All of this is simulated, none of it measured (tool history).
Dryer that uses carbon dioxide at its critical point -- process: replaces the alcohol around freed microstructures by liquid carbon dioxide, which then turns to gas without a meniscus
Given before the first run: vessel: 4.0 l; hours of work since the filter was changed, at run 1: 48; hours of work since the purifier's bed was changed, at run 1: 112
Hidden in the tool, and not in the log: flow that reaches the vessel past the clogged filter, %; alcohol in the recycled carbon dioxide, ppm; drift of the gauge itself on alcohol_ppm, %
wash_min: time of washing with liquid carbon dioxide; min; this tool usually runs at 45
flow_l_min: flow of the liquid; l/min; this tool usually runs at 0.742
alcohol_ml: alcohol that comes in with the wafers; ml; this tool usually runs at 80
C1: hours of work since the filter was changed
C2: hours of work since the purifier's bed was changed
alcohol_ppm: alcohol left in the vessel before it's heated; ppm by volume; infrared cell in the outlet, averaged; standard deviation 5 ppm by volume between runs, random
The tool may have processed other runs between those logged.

run 1 hour=0.0 | wash_min=45 flow_l_min=0.742 alcohol_ml=80 | C1=48 C2=112 | alcohol_ppm=49
run 2 hour=31.1 | wash_min=54 flow_l_min=0.742 alcohol_ml=80 | C1=68 C2=132 | alcohol_ppm=34
run 3 hour=47.0 | wash_min=54 flow_l_min=0.742 alcohol_ml=80 | C1=78 C2=142 | alcohol_ppm=28
run 4 hour=74.7 | wash_min=57 flow_l_min=0.742 alcohol_ml=80 | C1=95 C2=159 | alcohol_ppm=37
run 5 hour=104.6 | wash_min=57 flow_l_min=0.742 alcohol_ml=80 | C1=114 C2=178 | alcohol_ppm=39
run 6 hour=122.3 | wash_min=57 flow_l_min=0.742 alcohol_ml=80 | C1=126 C2=190 | alcohol_ppm=32
run 7 hour=151.2 | wash_min=57 flow_l_min=0.742 alcohol_ml=80 | C1=144 C2=208 | alcohol_ppm=34
run 8 hour=184.3 | wash_min=57 flow_l_min=0.742 alcohol_ml=80 | C1=165 C2=229 | alcohol_ppm=41
run 9 hour=222.2 | wash_min=57 flow_l_min=0.742 alcohol_ml=80 | C1=189 C2=253 | alcohol_ppm=42
run 10 hour=251.9 | wash_min=57 flow_l_min=0.742 alcohol_ml=80 | C1=208 C2=272 | alcohol_ppm=32
run 11 hour=276.3 | wash_min=45 flow_l_min=0.742 alcohol_ml=80 | C1=224 C2=288 | alcohol_ppm=76
run 12 hour=293.6 | wash_min=45 flow_l_min=0.742 alcohol_ml=80 | C1=235 C2=299 | alcohol_ppm=77
run 13 hour=322.9 | wash_min=31 flow_l_min=0.742 alcohol_ml=80 | C1=253 C2=317 | alcohol_ppm=363
run 14 hour=341.5 | wash_min=31 flow_l_min=0.548 alcohol_ml=80 | C1=265 C2=329 | alcohol_ppm=1003

Run 15 has not been measured yet. What should we expect?
run 15 hour=358.5 | wash_min=45 flow_l_min=1.104 alcohol_ml=25 | C1=276 C2=340 | alcohol_ppm=?

Run 15 yielded alcohol_ppm 28 ppm by volume.
On a tool with no hidden condition, and with the same random variation, this run would have come out at alcohol_ppm 0 ppm by volume.
